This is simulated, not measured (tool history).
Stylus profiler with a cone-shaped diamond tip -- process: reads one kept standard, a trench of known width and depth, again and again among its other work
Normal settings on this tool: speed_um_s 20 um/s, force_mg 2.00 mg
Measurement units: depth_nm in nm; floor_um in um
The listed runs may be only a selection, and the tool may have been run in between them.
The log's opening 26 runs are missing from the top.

| run | hour | speed_um_s | force_mg | depth_nm | floor_um |
|---|---|---|---|---|---|
| 27 | 415.2 | 6 | 4.62 | 102.05 | 47.96 |
| 28 | 425.8 | 30 | 1.43 | 100.94 | 47.79 |
| 29 | 445.1 | 30 | 1.43 | 100.94 | 47.81 |
| 30 | 462.4 | 9 | 4.20 | 101.91 | 47.99 |
| 31 | 479.6 | 79 | 1.12 | 100.79 | 47.36 |
| 32 | 499.1 | 61 | 5.38 | 102.29 | 47.78 |
| 33 | 518.6 | 8 | 2.07 | 101.20 | 47.97 |
| 34 | 530.2 | 8 | 2.07 | 101.21 | 47.98 |
| 35 | 549.7 | 15 | 2.45 | 101.36 | 47.96 |
| 36 | 567.5 | 15 | 2.45 | 101.35 | 47.93 |

Alternative continuations, all from the tool just after run 36; predict every row:
| A | 584.9 | 20 | 1.43 | ? | ? |
| B | 584.9 | 49 | 1.43 | ? | ? |
| C | 584.9 | 13 | 4.35 | ? | ? |

| run | depth_nm | floor_um |
|---|---|---|
| A | 100.92 | 47.84 |
| B | 100.94 | 47.68 |
| C | 101.97 | 47.93 |
Take away the tool's hidden state, keep each run's random variation, and the runs would have read:
| run | depth_nm | floor_um |
|---|---|---|
| A | 100.92 | 47.84 |
| B | 100.94 | 47.69 |
| C | 101.97 | 47.93 |
